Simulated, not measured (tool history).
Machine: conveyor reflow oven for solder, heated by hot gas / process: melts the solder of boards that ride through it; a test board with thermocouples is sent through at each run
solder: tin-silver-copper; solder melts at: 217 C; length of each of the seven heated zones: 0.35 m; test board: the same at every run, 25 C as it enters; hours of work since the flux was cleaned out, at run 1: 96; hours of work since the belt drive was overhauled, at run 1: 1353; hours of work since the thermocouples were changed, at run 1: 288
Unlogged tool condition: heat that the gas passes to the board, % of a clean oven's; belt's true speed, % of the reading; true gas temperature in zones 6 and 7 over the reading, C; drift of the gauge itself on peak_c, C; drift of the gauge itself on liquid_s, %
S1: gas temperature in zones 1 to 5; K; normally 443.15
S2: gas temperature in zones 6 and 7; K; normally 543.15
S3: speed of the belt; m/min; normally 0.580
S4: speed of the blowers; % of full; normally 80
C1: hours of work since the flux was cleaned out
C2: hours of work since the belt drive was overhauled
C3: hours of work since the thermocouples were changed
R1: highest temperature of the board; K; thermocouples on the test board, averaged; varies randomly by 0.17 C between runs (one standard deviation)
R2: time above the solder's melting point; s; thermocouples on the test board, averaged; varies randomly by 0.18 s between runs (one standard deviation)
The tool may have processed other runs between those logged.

run 1 hour=0.0 | S1=443.15 S2=543.15 S3=0.580 S4=80 | C1=96 C2=1353 C3=288 | R1=521.35 R2=48.8
run 2 hour=49.9 | S1=443.15 S2=543.15 S3=0.580 S4=80 | C1=120 C2=1377 C3=313 | R1=521.45 R2=48.6
run 3 hour=97.3 | S1=443.15 S2=542.15 S3=0.580 S4=80 | C1=143 C2=1400 C3=336 | R1=520.25 R2=48.1
run 4 hour=127.6 | S1=443.15 S2=542.15 S3=0.580 S4=80 | C1=158 C2=1415 C3=350 | R1=520.45 R2=47.9
run 5 hour=158.6 | S1=443.15 S2=543.15 S3=0.580 S4=80 | C1=173 C2=1430 C3=365 | R1=521.15 R2=48.5
run 6 hour=217.0 | S1=443.15 S2=543.15 S3=0.580 S4=80 | C1=201 C2=1458 C3=394 | R1=521.45 R2=48.4
run 7 hour=283.7 | S1=443.15 S2=543.15 S3=0.580 S4=72 | C1=234 C2=1491 C3=426 | R1=519.15 R2=46.2
run 8 hour=344.5 | S1=443.15 S2=543.15 S3=0.580 S4=72 | C1=263 C2=1520 C3=456 | R1=519.25 R2=46.2
-- hour=353.7 belt drive overhauled, speed set with a stopwatch
run 9 hour=395.1 | S1=443.15 S2=543.15 S3=0.580 S4=72 | C1=286 C2=20 C3=479 | R1=519.45 R2=46.1
run 10 hour=448.5 | S1=443.15 S2=543.15 S3=0.580 S4=61 | C1=312 C2=46 C3=505 | R1=515.85 R2=42.3
run 11 hour=494.9 | S1=443.15 S2=543.15 S3=0.580 S4=61 | C1=335 C2=69 C3=527 | R1=515.85 R2=42.3
run 12 hour=537.8 | S1=443.15 S2=543.15 S3=0.580 S4=80 | C1=355 C2=90 C3=548 | R1=521.05 R2=48.5
run 13 hour=577.2 | S1=443.15 S2=543.15 S3=0.580 S4=80 | C1=375 C2=109 C3=567 | R1=521.35 R2=48.5
-- hour=592.5 flux residue cleaned out of gas plates and filters
run 14 hour=617.9 | S1=443.15 S2=543.15 S3=0.580 S4=80 | C1=12 C2=126 C3=585 | R1=521.25 R2=48.5
run 15 hour=664.0 | S1=443.15 S2=543.15 S3=0.580 S4=80 | C1=35 C2=149 C3=607 | R1=521.25 R2=48.5
-- hour=709.7 thermocouples of zones 6 and 7 changed
run 16 hour=709.7 | S1=443.15 S2=543.15 S3=0.580 S4=80 | C1=56 C2=170 C3=0 | R1=521.05 R2=48.5
run 17 hour=762.8 | S1=443.15 S2=543.15 S3=0.580 S4=80 | C1=82 C2=196 C3=26 | R1=521.35 R2=48.3
run 18 hour=819.9 | S1=443.15 S2=543.15 S3=0.580 S4=80 | C1=110 C2=223 C3=54 | R1=521.25 R2=48.5
run 19 hour=879.2 | S1=443.15 S2=543.15 S3=0.670 S4=80 | C1=139 C2=252 C3=82 | R1=515.45 R2=35.9
run 20 hour=913.5 | S1=443.15 S2=550.15 S3=0.478 S4=63 | C1=155 C2=269 C3=99 | R1=530.15 R2=66.7
run 21 hour=966.8 | S1=443.15 S2=556.15 S3=0.489 S4=65 | C1=181 C2=295 C3=125 | R1=534.95 R2=68.4
run 22 hour=1018.4 | S1=443.15 S2=540.15 S3=0.538 S4=52 | C1=206 C2=320 C3=150 | R1=513.65 R2=43.2
run 23 hour=1072.7 | S1=443.15 S2=540.15 S3=0.538 S4=52 | C1=233 C2=346 C3=177 | R1=513.55 R2=43.2
run 24 hour=1117.1 | S1=456.15 S2=540.15 S3=0.538 S4=67 | C1=254 C2=368 C3=198 | R1=521.25 R2=56.9
run 25 hour=1146.6 | S1=456.15 S2=557.15 S3=0.479 S4=74 | C1=269 C2=382 C3=213 | R1=540.75 R2=79.1
run 26 hour=1212.3 | S1=443.15 S2=557.15 S3=0.538 S4=52 | C1=301 C2=414 C3=244 | R1=526.75 R2=55.1
run 27 hour=1261.3 | S1=444.15 S2=557.15 S3=0.538 S4=52 | C1=324 C2=438 C3=268 | R1=526.55 R2=55.6
run 28 hour=1300.8 | S1=444.15 S2=557.15 S3=0.538 S4=52 | C1=344 C2=457 C3=288 | R1=526.85 R2=55.9
run 29 hour=1361.9 | S1=431.15 S2=551.15 S3=0.580 S4=80 | C1=373 C2=487 C3=317 | R1=525.05 R2=47.7
-- hour=1378.9 flux residue cleaned out of gas plates and filters
run 30 hour=1431.4 | S1=431.15 S2=551.15 S3=0.580 S4=80 | C1=26 C2=518 C3=349 | R1=525.55 R2=47.7

Alternative continuations, all from the tool just after run 30; predict every row:
run A hour=1486.3 | S1=431.15 S2=544.15 S3=0.690 S4=84 | C1=52 C2=545 C3=375 | R1=? R2=?
run B hour=1486.3 | S1=450.15 S2=551.15 S3=0.580 S4=80 | C1=52 C2=545 C3=375 | R1=? R2=?
run C hour=1486.3 | S1=434.15 S2=534.15 S3=0.580 S4=54 | C1=52 C2=545 C3=375 | R1=? R2=?
run D hour=1486.3 | S1=431.15 S2=549.15 S3=0.666 S4=81 | C1=52 C2=545 C3=375 | R1=? R2=?

run=A R1=512.65 R2=30.4
run=B R1=529.35 R2=56.3
run=C R1=503.95 R2=25.7
run=D R1=517.85 R2=35.4
Without the tool's hidden state the same runs would have given:
run=A R1=512.75 R2=30.4
run=B R1=529.45 R2=56.3
run=C R1=503.95 R2=25.7
run=D R1=517.85 R2=35.4

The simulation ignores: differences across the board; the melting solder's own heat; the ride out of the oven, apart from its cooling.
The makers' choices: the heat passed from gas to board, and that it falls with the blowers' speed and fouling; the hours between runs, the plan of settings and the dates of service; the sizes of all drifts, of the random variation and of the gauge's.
